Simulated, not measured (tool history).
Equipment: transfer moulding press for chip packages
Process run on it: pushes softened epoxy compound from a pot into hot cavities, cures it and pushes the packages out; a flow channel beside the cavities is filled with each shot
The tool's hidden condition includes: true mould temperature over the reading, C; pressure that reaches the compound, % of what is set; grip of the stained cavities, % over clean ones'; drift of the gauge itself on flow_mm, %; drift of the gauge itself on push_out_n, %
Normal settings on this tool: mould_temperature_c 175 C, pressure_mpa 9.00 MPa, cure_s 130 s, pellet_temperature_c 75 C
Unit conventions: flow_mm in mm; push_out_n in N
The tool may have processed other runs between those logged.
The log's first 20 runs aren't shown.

run	hour	mould_temperature_c	pressure_mpa	cure_s	pellet_temperature_c	hours of work since the mould's thermocouples were calibrated	shots since the plunger's rings were changed	shots since the cavities were cleaned	incoming compound's hours out of the cold store	flow_mm	push_out_n
21	325.5	175	9.00	163	85	560	5466	81	20.3	951	398
# hour 342.3: plunger's sealing rings changed
22	342.3	175	9.00	163	85	568	0	181	41.0	879	405
23	360.5	175	9.00	163	85	577	127	308	24.2	926	413
24	375.1	175	7.99	145	85	585	230	411	21.8	882	418
25	396.6	175	7.99	145	80	596	380	561	47.8	812	392
26	412.0	177	7.47	145	80	604	488	669	11.8	896	398
27	435.3	177	7.47	145	80	616	651	832	46.6	784	382
28	455.3	175	8.04	162	75	626	791	972	31.3	858	404
29	474.1	175	8.04	162	75	636	923	1104	15.0	917	405
30	484.9	175	8.04	162	75	642	998	1179	44.9	826	398

Below are 3 alternative next runs, each starting from the tool's condition after run 30. Predict each:
# hour 488.3: cavities cleaned with cleaning compound and waxed
A	504.1	179	7.08	130	75	651	1122	110	18.8	?	?
# hour 488.3: cavities cleaned with cleaning compound and waxed
B	504.1	180	9.00	130	75	651	1122	110	13.1	?	?
# hour 488.3: cavities cleaned with cleaning compound and waxed
C	504.1	175	7.17	143	75	651	1122	110	40.2	?	?

run	flow_mm	push_out_n
A	842	397
B	958	408
C	787	394
Take away the tool's hidden state, keep each run's random variation, and the runs would have read:
run	flow_mm	push_out_n
A	842	396
B	958	407
C	787	393

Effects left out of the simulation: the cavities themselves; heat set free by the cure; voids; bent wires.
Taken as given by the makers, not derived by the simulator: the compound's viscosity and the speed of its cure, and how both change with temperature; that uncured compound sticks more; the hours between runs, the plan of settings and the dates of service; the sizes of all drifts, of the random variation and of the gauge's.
